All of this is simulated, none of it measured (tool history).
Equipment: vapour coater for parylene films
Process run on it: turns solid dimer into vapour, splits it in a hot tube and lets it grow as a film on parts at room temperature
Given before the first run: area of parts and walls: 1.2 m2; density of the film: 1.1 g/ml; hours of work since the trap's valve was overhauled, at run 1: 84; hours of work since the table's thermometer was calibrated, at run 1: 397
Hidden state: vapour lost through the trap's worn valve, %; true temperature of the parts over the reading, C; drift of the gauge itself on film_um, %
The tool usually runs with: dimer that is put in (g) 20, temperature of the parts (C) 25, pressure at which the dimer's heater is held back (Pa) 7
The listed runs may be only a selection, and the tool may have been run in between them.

run   hour  dimer that is put in (g)  temperature of the parts (C)  pressure at which the dimer's heater is held back (Pa)  hours of work since the trap's valve was overhauled  hours of work since the table's thermometer was calibrated  thickness of the film (µm)
  1      0                        20                            25                                                       7                                                   84                                                         397                        9.34
  2   68.5                        10                            25                                                       7                                                  118                                                         432                        4.52
  3  143.5                        20                            25                                                       7                                                  156                                                         469                        8.95
  4  225.7                        20                            33                                                       7                                                  198                                                         511                        7.81
     230.9  -- table's thermometer calibrated
  5  297.4                        20                            33                                                       7                                                  233                                                          34                        7.61
  6  354.5                        20                            33                                                       7                                                  262                                                          62                        7.57
       407  -- table's thermometer calibrated, once more
  7  417.2                        14                            27                                                    4.03                                                  293                                                           5                        6.28
  8  454.1                        14                            24                                                    4.93                                                  312                                                          24                        6.38

What will run 9 give?
  9  503.7                        14                            24                                                    4.93                                                  337                                                          49                           ?

thickness of the film (µm): 6.35
The same run, on a tool lacking any hidden state, would have yielded thickness of the film (µm) 6.99.
